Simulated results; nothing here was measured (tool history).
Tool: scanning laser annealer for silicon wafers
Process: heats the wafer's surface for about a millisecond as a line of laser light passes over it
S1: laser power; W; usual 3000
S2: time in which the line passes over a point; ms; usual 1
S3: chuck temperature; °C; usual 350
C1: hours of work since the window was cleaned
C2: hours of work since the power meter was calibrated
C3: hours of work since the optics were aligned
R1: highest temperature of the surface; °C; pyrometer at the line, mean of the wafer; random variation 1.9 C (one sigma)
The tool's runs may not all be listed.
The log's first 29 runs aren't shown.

run,hour,S1,S2,S3,C1,C2,C3,R1
# hour 459.2: window over the wafer cleaned
30,469.6,3279,0.88,342,8,486,823,1118
31,489.3,3279,0.88,346,23,501,839,1122
32,498.8,3178,1,328,31,509,846,1127
33,516.3,2577,1,339,45,522,860,1000
34,536.9,2577,1,339,61,538,876,1000
35,551.5,2577,1,339,72,550,887,1002
36,569.9,2859,0.78,329,86,564,902,972
37,588.7,2880,0.74,338,101,579,916,970
38,599.7,2880,0.74,375,110,587,925,1010
39,617,2880,0.74,375,123,601,938,1008
40,637,2880,1.13,327,139,616,954,1101

4 ways to go on from here, each from the tool as it stands after run 40. What would each give?
A,648,3164,1,365,147,625,963,?
B,648,2735,0.76,340,147,625,963,?
C,648,3164,0.73,362,147,625,963,?
D,648,2707,0.85,332,147,625,963,?

run,R1
A,1162
B,954
C,1049
D,974
Without the tool's hidden state the same runs would have given:
run,R1
A,1162
B,954
C,1049
D,975

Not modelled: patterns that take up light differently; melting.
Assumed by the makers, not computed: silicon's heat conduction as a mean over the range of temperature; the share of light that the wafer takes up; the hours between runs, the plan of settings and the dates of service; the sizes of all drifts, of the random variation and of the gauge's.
